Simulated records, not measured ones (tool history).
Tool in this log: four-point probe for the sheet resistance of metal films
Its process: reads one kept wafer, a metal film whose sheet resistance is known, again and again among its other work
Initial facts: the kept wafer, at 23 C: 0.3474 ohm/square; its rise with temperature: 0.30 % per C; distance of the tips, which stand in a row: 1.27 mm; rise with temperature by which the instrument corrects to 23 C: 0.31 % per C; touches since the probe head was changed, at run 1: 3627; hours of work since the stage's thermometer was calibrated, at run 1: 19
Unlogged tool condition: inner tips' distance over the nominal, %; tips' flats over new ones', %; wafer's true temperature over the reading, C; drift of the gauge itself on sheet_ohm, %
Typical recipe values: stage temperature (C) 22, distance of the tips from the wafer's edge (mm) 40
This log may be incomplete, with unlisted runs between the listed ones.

run,hour,stage temperature (C),distance of the tips from the wafer's edge (mm),touches since the probe head was changed,hours of work since the stage's thermometer was calibrated,sheet resistance as the instrument gives it (ohm/square)
1,0.0,22,40,3627,19,0.346340
2,11.6,22,40,3906,28,0.346166
3,21.2,28,40,4138,36,0.345883
4,32.6,28,40,4413,45,0.345831
5,40.7,22,40,4608,51,0.346155
6,58.2,25,40,5030,64,0.345977
7,71.2,25,40,5343,74,0.345984
8,79.3,22,40,5537,80,0.346126
9,94.8,22,40,5912,92,0.346121
10,107.9,22,38,6227,102,0.346047
11,121.9,22,38,6566,113,0.345992
12,129.5,22,38,6749,119,0.346051
13,145.7,22,38,7138,131,0.345990
14,157.2,22,4,7415,140,0.363500
15,174.2,22,4,7824,153,0.363507
16,185.8,24,40,8105,162,0.345784
17,198.9,24,40,8422,172,0.345740
18,215.6,24,40,8824,185,0.345865
19,228.8,22,40,9140,195,0.345970
20,245.9,22,40,9552,208,0.345826
21,259.6,20,40,9883,219,0.345868
22,269.2,20,40,10115,226,0.345830
23,276.4,20,40,10289,232,0.345861
# hour 278.4: stage's thermometer calibrated
24,293.3,19,7,10683,11,0.351653
25,304.0,28,7,10940,20,0.351329
26,321.1,29,31,11353,33,0.345489
# hour 323.3: stage's thermometer calibrated, once more
27,330.0,23,7,11555,5,0.351547
28,342.0,18,24,11843,14,0.346279
29,356.7,27,10,12198,26,0.348385
30,368.8,20,10,12490,35,0.348638
31,376.5,30,3,12675,41,0.375375
32,391.6,32,18,13039,52,0.345980
33,400.0,29,17,13242,59,0.346228
34,412.0,34,53,13532,68,0.345100
35,425.4,34,53,13855,78,0.345089
36,440.2,34,53,14211,90,0.345038
37,455.1,27,39,14570,101,0.345405
38,471.4,27,39,14963,114,0.345414
39,488.6,34,12,15378,127,0.346974
40,497.1,34,12,15582,133,0.347043
41,508.7,22,45,15862,142,0.345470
42,520.2,24,13,16138,151,0.347036
43,538.1,24,13,16571,165,0.346956

5 ways to go on from here, each from the tool as it stands after run 43. What would each give?
A,547.5,24,18,16796,172,?
B,547.5,18,40,16796,172,?
C,547.5,35,3,16796,172,?
D,547.5,24,27,16796,172,?
E,547.5,30,5,16796,172,?

run,sheet resistance as the instrument gives it (ohm/square)
A,0.346050
B,0.345732
C,0.374868
D,0.345793
E,0.356582
Without the tool's hidden state the same runs would have given:
run,sheet resistance as the instrument gives it (ohm/square)
A,0.348169
B,0.347849
C,0.377146
D,0.347911
E,0.358759

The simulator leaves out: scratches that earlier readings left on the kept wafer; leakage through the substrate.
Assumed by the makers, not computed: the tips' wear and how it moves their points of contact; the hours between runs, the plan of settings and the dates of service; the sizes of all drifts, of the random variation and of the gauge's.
